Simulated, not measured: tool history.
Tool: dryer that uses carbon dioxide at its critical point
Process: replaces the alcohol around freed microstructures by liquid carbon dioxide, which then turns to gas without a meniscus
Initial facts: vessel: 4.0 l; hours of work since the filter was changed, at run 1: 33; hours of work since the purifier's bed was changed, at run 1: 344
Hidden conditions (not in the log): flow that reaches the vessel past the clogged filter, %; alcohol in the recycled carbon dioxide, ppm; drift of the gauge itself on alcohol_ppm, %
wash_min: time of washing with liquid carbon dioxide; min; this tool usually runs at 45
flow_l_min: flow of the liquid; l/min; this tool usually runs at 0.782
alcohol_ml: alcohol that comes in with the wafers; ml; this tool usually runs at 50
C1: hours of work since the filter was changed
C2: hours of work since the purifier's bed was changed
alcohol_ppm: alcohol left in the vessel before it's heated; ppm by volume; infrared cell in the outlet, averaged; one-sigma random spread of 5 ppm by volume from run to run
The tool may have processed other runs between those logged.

{"run": 1, "hour": 0.0, "wash_min": 45, "flow_l_min": 0.782, "alcohol_ml": 50, "C1": 33, "C2": 344, "alcohol_ppm": 31}
{"run": 2, "hour": 59.4, "wash_min": 45, "flow_l_min": 0.782, "alcohol_ml": 50, "C1": 71, "C2": 382, "alcohol_ppm": 35}
{"run": 3, "hour": 99.2, "wash_min": 45, "flow_l_min": 0.49, "alcohol_ml": 50, "C1": 97, "C2": 408, "alcohol_ppm": 106}
{"run": 4, "hour": 151.6, "wash_min": 45, "flow_l_min": 0.49, "alcohol_ml": 50, "C1": 131, "C2": 442, "alcohol_ppm": 116}
{"run": 5, "hour": 183.8, "wash_min": 70, "flow_l_min": 0.782, "alcohol_ml": 50, "C1": 151, "C2": 463, "alcohol_ppm": 36}
{"run": 6, "hour": 241.1, "wash_min": 70, "flow_l_min": 0.782, "alcohol_ml": 50, "C1": 188, "C2": 500, "alcohol_ppm": 32}
{"run": 7, "hour": 282.2, "wash_min": 70, "flow_l_min": 0.782, "alcohol_ml": 50, "C1": 215, "C2": 526, "alcohol_ppm": 36}
{"hour": 317.9, "done": "purifier's bed changed"}
{"run": 8, "hour": 329.9, "wash_min": 45, "flow_l_min": 0.782, "alcohol_ml": 50, "C1": 244, "C2": 8, "alcohol_ppm": 5}
{"run": 9, "hour": 388.8, "wash_min": 45, "flow_l_min": 0.782, "alcohol_ml": 50, "C1": 282, "C2": 46, "alcohol_ppm": 13}
{"run": 10, "hour": 445.7, "wash_min": 43, "flow_l_min": 0.67, "alcohol_ml": 58, "C1": 319, "C2": 83, "alcohol_ppm": 41}
{"hour": 475.3, "done": "inlet filter changed"}
{"run": 11, "hour": 500.6, "wash_min": 53, "flow_l_min": 0.782, "alcohol_ml": 111, "C1": 16, "C2": 117, "alcohol_ppm": 19}
{"run": 12, "hour": 549.5, "wash_min": 53, "flow_l_min": 0.782, "alcohol_ml": 111, "C1": 48, "C2": 149, "alcohol_ppm": 17}
{"run": 13, "hour": 602.6, "wash_min": 53, "flow_l_min": 0.782, "alcohol_ml": 111, "C1": 82, "C2": 183, "alcohol_ppm": 25}
{"run": 14, "hour": 653.8, "wash_min": 63, "flow_l_min": 0.83, "alcohol_ml": 36, "C1": 115, "C2": 217, "alcohol_ppm": 16}
{"run": 15, "hour": 712.6, "wash_min": 45, "flow_l_min": 0.782, "alcohol_ml": 44, "C1": 153, "C2": 255, "alcohol_ppm": 29}
{"run": 16, "hour": 749.1, "wash_min": 45, "flow_l_min": 0.782, "alcohol_ml": 44, "C1": 177, "C2": 278, "alcohol_ppm": 25}

Subtracting, for every run, the result it would have given without the tool's unlogged condition from the measured result gives the following. The same run-to-run variation enters both numbers; the gauge's scatter may not:
run=1 alcohol_ppm=+24
run=2 alcohol_ppm=+27
run=3 alcohol_ppm=+43
run=4 alcohol_ppm=+50
run=5 alcohol_ppm=+31
run=6 alcohol_ppm=+32
run=7 alcohol_ppm=+34
run=8 alcohol_ppm=+4
run=9 alcohol_ppm=+6
run=10 alcohol_ppm=+22
run=11 alcohol_ppm=+8
run=12 alcohol_ppm=+10
run=13 alcohol_ppm=+11
run=14 alcohol_ppm=+13
run=15 alcohol_ppm=+17
run=16 alcohol_ppm=+19

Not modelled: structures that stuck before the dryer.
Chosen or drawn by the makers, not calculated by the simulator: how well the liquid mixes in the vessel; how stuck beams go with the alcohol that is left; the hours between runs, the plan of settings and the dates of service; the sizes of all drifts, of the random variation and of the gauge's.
